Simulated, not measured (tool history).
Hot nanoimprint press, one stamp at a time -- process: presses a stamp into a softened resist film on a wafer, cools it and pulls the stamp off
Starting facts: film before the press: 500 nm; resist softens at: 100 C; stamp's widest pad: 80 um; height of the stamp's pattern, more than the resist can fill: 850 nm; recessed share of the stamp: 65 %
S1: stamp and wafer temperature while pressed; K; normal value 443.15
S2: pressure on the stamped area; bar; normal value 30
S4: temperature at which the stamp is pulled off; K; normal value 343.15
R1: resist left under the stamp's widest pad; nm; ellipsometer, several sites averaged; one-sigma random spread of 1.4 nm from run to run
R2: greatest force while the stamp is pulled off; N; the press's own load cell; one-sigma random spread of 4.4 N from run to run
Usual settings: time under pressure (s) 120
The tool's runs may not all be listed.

run 1 hour=0 | S1=443.15 S2=30 time_under_pressure_(s)=120 S4=343.15 | R1=221.4 R2=280
run 2 hour=12.6 | S1=443.15 S2=30 time_under_pressure_(s)=120 S4=343.15 | R1=223.9 R2=293
run 3 hour=22.3 | S1=443.15 S2=30 time_under_pressure_(s)=120 S4=343.15 | R1=221.3 R2=286
run 4 hour=36.2 | S1=443.15 S2=30 time_under_pressure_(s)=120 S4=343.15 | R1=222.2 R2=297
run 5 hour=46.8 | S1=443.15 S2=30 time_under_pressure_(s)=120 S4=343.15 | R1=219.7 R2=306
run 6 hour=60.8 | S1=443.15 S2=30 time_under_pressure_(s)=120 S4=349.15 | R1=219 R2=266
run 7 hour=77.1 | S1=443.15 S2=30 time_under_pressure_(s)=120 S4=351.15 | R1=222.9 R2=245
run 8 hour=94.1 | S1=443.15 S2=30 time_under_pressure_(s)=120 S4=351.15 | R1=218.5 R2=260
-- hour=109 stamp cleaned and given a new release coat
run 9 hour=113.2 | S1=443.15 S2=30 time_under_pressure_(s)=120 S4=351.15 | R1=219.3 R2=174
run 10 hour=121.4 | S1=443.15 S2=30 time_under_pressure_(s)=120 S4=351.15 | R1=219.5 R2=177
run 11 hour=131.7 | S1=443.15 S2=30 time_under_pressure_(s)=120 S4=351.15 | R1=220.5 R2=172
run 12 hour=142.2 | S1=443.15 S2=30 time_under_pressure_(s)=110 S4=343.15 | R1=224.9 R2=220
run 13 hour=150.5 | S1=443.15 S2=30 time_under_pressure_(s)=110 S4=343.15 | R1=227.1 R2=228
run 14 hour=161.5 | S1=443.15 S2=30 time_under_pressure_(s)=110 S4=343.15 | R1=222.7 R2=235
run 15 hour=174.9 | S1=443.15 S2=30 time_under_pressure_(s)=110 S4=343.15 | R1=225 R2=234
run 16 hour=191.5 | S1=443.15 S2=30 time_under_pressure_(s)=110 S4=343.15 | R1=223.1 R2=239
run 17 hour=198.6 | S1=454.15 S2=22.1 time_under_pressure_(s)=120 S4=339.15 | R1=166.9 R2=269
-- hour=202.3 plate thermocouple calibrated
run 18 hour=211.3 | S1=449.15 S2=35.5 time_under_pressure_(s)=120 S4=343.15 | R1=150.8 R2=253
run 19 hour=222.1 | S1=439.15 S2=30 time_under_pressure_(s)=89 S4=343.15 | R1=278.1 R2=245
run 20 hour=235.7 | S1=443.15 S2=38.8 time_under_pressure_(s)=86 S4=343.15 | R1=208.6 R2=252
run 21 hour=246.3 | S1=448.15 S2=39.5 time_under_pressure_(s)=120 S4=343.15 | R1=148 R2=257
run 22 hour=260.1 | S1=448.15 S2=39.5 time_under_pressure_(s)=120 S4=343.15 | R1=148.6 R2=251

Run 23 has not been measured yet. What should we expect?
run 23 hour=270.1 | S1=454.15 S2=30 time_under_pressure_(s)=120 S4=331.15 | R1=? R2=?

R1: 136.4 nm
R2: 365 N
On a tool with no hidden condition, and with the same random variation, this run would have come out at R1 142.3 nm, R2 288 N.
